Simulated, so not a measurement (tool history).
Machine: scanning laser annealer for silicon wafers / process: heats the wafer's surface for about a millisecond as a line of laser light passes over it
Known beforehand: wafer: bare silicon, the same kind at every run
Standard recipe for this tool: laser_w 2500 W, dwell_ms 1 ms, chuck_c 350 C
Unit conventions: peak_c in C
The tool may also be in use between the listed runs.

| run | day | laser_w | dwell_ms | chuck_c | peak_c |
|---|---|---|---|---|---|
| 1 | 0 | 2500 | 1 | 350 | 1030 |
| 2 | 1.112 | 2500 | 1 | 350 | 1031 |
| 3 | 2.375 | 2500 | 1.13 | 350 | 1075 |
| 4 | 3.654 | 2500 | 1.13 | 350 | 1070 |
| 5 | 4.858 | 2500 | 1 | 350 | 1021 |
| 6 | 5.567 | 2500 | 1 | 346 | 1012 |
| 7 | 6.221 | 2342 | 1 | 350 | 964 |
| 8 | 7.525 | 2342 | 1 | 350 | 962 |
| 9 | 8.542 | 2342 | 1 | 350 | 959 |
| 10 | 9.188 | 2342 | 1 | 350 | 956 |
| 11 | 9.804 | 2697 | 1 | 350 | 1081 |
| 12 | 10.825 | 2697 | 1 | 350 | 1079 |
|  | 11.667 | window over the wafer cleaned |
| 13 | 12.083 | 2500 | 1 | 350 | 1046 |
| 14 | 13.033 | 2500 | 1 | 350 | 1043 |
| 15 | 14.304 | 2500 | 1 | 350 | 1042 |
| 16 | 15.454 | 2500 | 1 | 350 | 1039 |
| 17 | 16.392 | 2500 | 1 | 350 | 1037 |
| 18 | 17.646 | 2500 | 1 | 350 | 1033 |
| 19 | 18.942 | 2500 | 1 | 350 | 1038 |
| 20 | 19.725 | 2500 | 1 | 350 | 1030 |
| 21 | 20.754 | 2500 | 1 | 350 | 1028 |
| 22 | 22.046 | 2500 | 1 | 350 | 1022 |
| 23 | 23.296 | 2682 | 1.08 | 369 | 1138 |
| 24 | 24.142 | 2500 | 0.84 | 373 | 985 |
| 25 | 24.729 | 2518 | 1.05 | 350 | 1047 |
| 26 | 25.333 | 2164 | 1.02 | 367 | 926 |
| 27 | 26.175 | 2164 | 1.02 | 367 | 929 |
| 28 | 27.042 | 2164 | 1.02 | 367 | 923 |
| 29 | 27.742 | 2164 | 1.02 | 367 | 925 |
| 30 | 28.688 | 2500 | 1 | 337 | 1006 |
| 31 | 29.296 | 2717 | 0.9 | 345 | 1043 |
| 32 | 30.117 | 2717 | 0.9 | 345 | 1042 |
| 33 | 31.271 | 2397 | 0.77 | 380 | 919 |
| 34 | 32.146 | 2596 | 0.89 | 352 | 1001 |
|  | 32.712 | window over the wafer cleaned |
| 35 | 32.8 | 2596 | 0.89 | 352 | 1037 |
| 36 | 33.417 | 2566 | 0.82 | 324 | 965 |
| 37 | 34.317 | 2145 | 0.88 | 350 | 876 |
| 38 | 35.625 | 2145 | 0.88 | 350 | 874 |
| 39 | 36.238 | 2392 | 0.88 | 371 | 976 |
| 40 | 37.146 | 2539 | 0.88 | 376 | 1030 |
| 41 | 38.412 | 2661 | 0.88 | 376 | 1068 |

Same runs, no hidden state in the tool, same run-to-run variation:
The hidden state here: light that passes the window, % of a clean one's; laser's true power over the reading, %; width of the line over the set one, %; drift of the gauge itself on peak_c, C.
| run | peak_c |
|---|---|
| 1 | 1055 |
| 2 | 1058 |
| 3 | 1107 |
| 4 | 1104 |
| 5 | 1055 |
| 6 | 1048 |
| 7 | 998 |
| 8 | 998 |
| 9 | 997 |
| 10 | 995 |
| 11 | 1128 |
| 12 | 1129 |
| 13 | 1057 |
| 14 | 1056 |
| 15 | 1057 |
| 16 | 1056 |
| 17 | 1056 |
| 18 | 1054 |
| 19 | 1061 |
| 20 | 1055 |
| 21 | 1055 |
| 22 | 1051 |
| 23 | 1174 |
| 24 | 1014 |
| 25 | 1082 |
| 26 | 956 |
| 27 | 959 |
| 28 | 954 |
| 29 | 958 |
| 30 | 1047 |
| 31 | 1087 |
| 32 | 1088 |
| 33 | 956 |
| 34 | 1047 |
| 35 | 1048 |
| 36 | 976 |
| 37 | 886 |
| 38 | 886 |
| 39 | 991 |
| 40 | 1047 |
| 41 | 1089 |
